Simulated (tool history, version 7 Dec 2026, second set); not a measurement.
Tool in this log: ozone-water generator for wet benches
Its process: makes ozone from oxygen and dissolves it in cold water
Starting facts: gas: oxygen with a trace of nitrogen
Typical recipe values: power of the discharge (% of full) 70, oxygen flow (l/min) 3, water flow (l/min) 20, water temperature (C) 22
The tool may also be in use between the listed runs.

run	hour	power of the discharge (% of full)	oxygen flow (l/min)	water flow (l/min)	water temperature (C)	dissolved ozone (ppm)	ozone in the gas ahead of the water (g/m3)
1	0	70	3	20	22	11.7	146
2	203.5	70	3	20	18	12	145.6
3	336	70	3	20	18	12	145.4
4	495.7	70	3	20	18	12	144.7
5	663.6	70	3	20	18	11.9	145.5
6	883.6	70	3	20	18	12	144.6
# hour 1060.8: water thermometer calibrated
7	1092.4	70	3	20	22	11.5	143.2
8	1247.5	70	3.17	20	22	11.5	139.4
9	1379.7	70	3.17	20	22	11.3	138.9
10	1508.9	70	3.17	20	22	11.5	140.1
11	1625.9	70	3.17	20	22	11.4	139
12	1771.6	60	2.76	20	22	10.1	135.4
13	1868.6	60	2.76	20	22	10.4	136.7
14	1977.2	60	2.76	27	17	7.8	134.6
15	2118.2	44	2.28	15	27	10.2	128.9
16	2269.6	95	2.28	15	16	16.3	179.8
17	2458.3	90	2.28	15	16	15.8	171.5
18	2587.9	90	2.28	15	16	15.7	171.9
19	2777.5	70	3	20	20	11	139
20	2926.7	70	3	20	20	10.9	137.5
21	3025.8	70	3	20	20	11	137.4
22	3161.2	70	3	20	20	11.1	139.1

Each row is a separate what-if for the run after 22, all from the same tool condition, not one after another. Results?
A	3312.2	70	1.88	16	22	?	?
B	3312.2	87	3	20	29	?	?
C	3312.2	70	1.69	15	27	?	?
D	3312.2	70	1.77	20	27	?	?
E	3312.2	70	3	13	23	?	?

run	dissolved ozone (ppm)	ozone in the gas ahead of the water (g/m3)
A	11.9	165
B	10.7	150.8
C	11.4	170.5
D	8.7	168.8
E	15.2	136.8
With the hidden condition removed and each run's random variation left untouched, the same runs would have given:
run	dissolved ozone (ppm)	ozone in the gas ahead of the water (g/m3)
A	14.5	197.8
B	13.4	184
C	13.9	204.5
D	10.7	202.4
E	18.5	164.1

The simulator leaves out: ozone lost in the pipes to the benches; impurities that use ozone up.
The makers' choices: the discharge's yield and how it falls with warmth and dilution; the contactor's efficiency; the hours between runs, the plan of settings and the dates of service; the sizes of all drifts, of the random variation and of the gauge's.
